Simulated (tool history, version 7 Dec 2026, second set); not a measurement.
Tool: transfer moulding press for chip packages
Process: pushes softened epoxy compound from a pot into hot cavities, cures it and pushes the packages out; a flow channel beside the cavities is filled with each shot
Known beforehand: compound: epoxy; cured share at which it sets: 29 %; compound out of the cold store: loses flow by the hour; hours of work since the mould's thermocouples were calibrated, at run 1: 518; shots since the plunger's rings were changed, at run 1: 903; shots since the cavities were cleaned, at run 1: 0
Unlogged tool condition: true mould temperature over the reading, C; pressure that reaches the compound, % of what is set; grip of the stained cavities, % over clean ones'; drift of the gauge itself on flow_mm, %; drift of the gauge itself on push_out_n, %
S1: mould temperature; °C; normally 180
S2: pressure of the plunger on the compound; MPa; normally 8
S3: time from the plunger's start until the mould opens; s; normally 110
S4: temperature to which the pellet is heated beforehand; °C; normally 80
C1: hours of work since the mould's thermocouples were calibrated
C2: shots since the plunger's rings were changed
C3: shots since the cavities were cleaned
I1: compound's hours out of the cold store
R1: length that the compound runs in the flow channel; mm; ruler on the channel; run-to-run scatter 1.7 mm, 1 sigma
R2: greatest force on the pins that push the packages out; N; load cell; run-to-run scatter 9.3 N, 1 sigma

{"run": 1, "hour": 0.0, "S1": 180, "S2": 8, "S3": 110, "S4": 80, "C1": 518, "C2": 903, "C3": 0, "I1": 22.7, "R1": 914, "R2": 435}
{"run": 2, "hour": 34.4, "S1": 180, "S2": 8, "S3": 110, "S4": 80, "C1": 540, "C2": 1298, "C3": 395, "I1": 39.3, "R1": 847, "R2": 667}
{"run": 3, "hour": 55.6, "S1": 180, "S2": 8, "S3": 110, "S4": 80, "C1": 554, "C2": 1541, "C3": 638, "I1": 34.3, "R1": 868, "R2": 732}
{"hour": 67.5, "done": "mould's thermocouples calibrated"}
{"run": 4, "hour": 83.0, "S1": 180, "S2": 8, "S3": 110, "S4": 80, "C1": 10, "C2": 1833, "C3": 930, "I1": 27.6, "R1": 890, "R2": 746}
{"hour": 103.1, "done": "cavities cleaned with cleaning compound and waxed"}
{"run": 5, "hour": 116.9, "S1": 180, "S2": 8, "S3": 110, "S4": 80, "C1": 31, "C2": 2206, "C3": 159, "I1": 26.6, "R1": 890, "R2": 547}
{"run": 6, "hour": 144.6, "S1": 180, "S2": 8, "S3": 110, "S4": 74, "C1": 49, "C2": 2523, "C3": 476, "I1": 14.5, "R1": 934, "R2": 720}
{"run": 7, "hour": 192.2, "S1": 180, "S2": 8, "S3": 110, "S4": 74, "C1": 80, "C2": 3070, "C3": 1023, "I1": 17.6, "R1": 916, "R2": 803}
{"hour": 202.6, "done": "cavities cleaned with cleaning compound and waxed"}
{"run": 8, "hour": 234.5, "S1": 178, "S2": 8, "S3": 110, "S4": 80, "C1": 106, "C2": 3539, "C3": 367, "I1": 42.1, "R1": 829, "R2": 693}
{"run": 9, "hour": 271.6, "S1": 183, "S2": 8, "S3": 110, "S4": 80, "C1": 130, "C2": 3965, "C3": 793, "I1": 17.8, "R1": 904, "R2": 695}
{"run": 10, "hour": 299.7, "S1": 180, "S2": 8, "S3": 125, "S4": 80, "C1": 148, "C2": 4287, "C3": 1115, "I1": 46.7, "R1": 802, "R2": 672}
{"hour": 304.6, "done": "cavities cleaned with cleaning compound and waxed"}
{"run": 11, "hour": 336.1, "S1": 180, "S2": 8, "S3": 113, "S4": 80, "C1": 171, "C2": 4688, "C3": 361, "I1": 21.9, "R1": 897, "R2": 628}
{"run": 12, "hour": 384.0, "S1": 180, "S2": 8, "S3": 113, "S4": 80, "C1": 202, "C2": 5238, "C3": 911, "I1": 11.8, "R1": 932, "R2": 779}
{"hour": 403.8, "done": "cavities cleaned with cleaning compound and waxed"}
{"run": 13, "hour": 423.6, "S1": 180, "S2": 8, "S3": 110, "S4": 80, "C1": 227, "C2": 5676, "C3": 228, "I1": 18.2, "R1": 902, "R2": 609}
{"hour": 452.5, "done": "plunger's sealing rings changed"}
{"run": 14, "hour": 457.1, "S1": 180, "S2": 8, "S3": 110, "S4": 80, "C1": 247, "C2": 53, "C3": 584, "I1": 33.3, "R1": 873, "R2": 738}
{"run": 15, "hour": 491.3, "S1": 180, "S2": 8, "S3": 110, "S4": 75, "C1": 269, "C2": 446, "C3": 977, "I1": 30.5, "R1": 880, "R2": 763}
{"hour": 506.0, "done": "cavities cleaned with cleaning compound and waxed"}
{"run": 16, "hour": 529.8, "S1": 180, "S2": 8, "S3": 110, "S4": 75, "C1": 293, "C2": 871, "C3": 274, "I1": 19.7, "R1": 919, "R2": 611}
{"run": 17, "hour": 574.5, "S1": 181, "S2": 8.06, "S3": 110, "S4": 80, "C1": 322, "C2": 1384, "C3": 787, "I1": 20.3, "R1": 917, "R2": 728}
{"run": 18, "hour": 597.6, "S1": 180, "S2": 8, "S3": 104, "S4": 85, "C1": 337, "C2": 1650, "C3": 1053, "I1": 39.8, "R1": 840, "R2": 843}
{"hour": 605.8, "done": "cavities cleaned with cleaning compound and waxed"}
{"run": 19, "hour": 624.3, "S1": 180, "S2": 8, "S3": 104, "S4": 85, "C1": 353, "C2": 1939, "C3": 213, "I1": 32, "R1": 867, "R2": 619}
{"run": 20, "hour": 661.4, "S1": 180, "S2": 8.35, "S3": 104, "S4": 85, "C1": 377, "C2": 2364, "C3": 638, "I1": 46.9, "R1": 828, "R2": 764}
{"hour": 704.6, "done": "cavities cleaned with cleaning compound and waxed"}
{"run": 21, "hour": 708.3, "S1": 174, "S2": 8.35, "S3": 149, "S4": 72, "C1": 406, "C2": 2886, "C3": 42, "I1": 8.6, "R1": 1003, "R2": 408}
{"run": 22, "hour": 749.9, "S1": 179, "S2": 6.13, "S3": 110, "S4": 80, "C1": 433, "C2": 3364, "C3": 520, "I1": 33.8, "R1": 749, "R2": 736}
{"run": 23, "hour": 780.6, "S1": 184, "S2": 8, "S3": 110, "S4": 74, "C1": 453, "C2": 3717, "C3": 873, "I1": 39.2, "R1": 822, "R2": 665}
{"hour": 804.0, "done": "cavities cleaned with cleaning compound and waxed"}
{"run": 24, "hour": 811.0, "S1": 184, "S2": 8, "S3": 110, "S4": 74, "C1": 472, "C2": 4048, "C3": 81, "I1": 31.2, "R1": 848, "R2": 439}
{"run": 25, "hour": 843.7, "S1": 178, "S2": 8, "S3": 121, "S4": 74, "C1": 493, "C2": 4424, "C3": 457, "I1": 37.9, "R1": 836, "R2": 655}
{"run": 26, "hour": 891.9, "S1": 182, "S2": 9.43, "S3": 127, "S4": 75, "C1": 524, "C2": 4977, "C3": 1010, "I1": 38.3, "R1": 893, "R2": 634}
{"hour": 905.7, "done": "cavities cleaned with cleaning compound and waxed"}
{"run": 27, "hour": 937.6, "S1": 182, "S2": 8.16, "S3": 113, "S4": 87, "C1": 553, "C2": 5484, "C3": 365, "I1": 34.6, "R1": 840, "R2": 581}

Forecast each of these 3 alternatives for the next run:
{"hour": 948.7, "done": "mould's thermocouples calibrated"}
{"run": "A", "hour": 976.6, "S1": 180, "S2": 8, "S3": 110, "S4": 84, "C1": 18, "C2": 5910, "C3": 791, "I1": 39.4, "R1": "?", "R2": "?"}
{"hour": 948.7, "done": "mould's thermocouples calibrated"}
{"run": "B", "hour": 976.6, "S1": 180, "S2": 8.59, "S3": 138, "S4": 83, "C1": 18, "C2": 5910, "C3": 791, "I1": 37.9, "R1": "?", "R2": "?"}
{"hour": 948.7, "done": "mould's thermocouples calibrated"}
{"run": "C", "hour": 976.6, "S1": 180, "S2": 8.53, "S3": 108, "S4": 77, "C1": 18, "C2": 5910, "C3": 791, "I1": 43.5, "R1": "?", "R2": "?"}

run=A R1=815 R2=715
run=B R1=855 R2=602
run=C R1=831 R2=754
With no hidden state in the tool, these same runs would have given:
run=A R1=852 R2=396
run=B R1=893 R2=336
run=C R1=868 R2=419
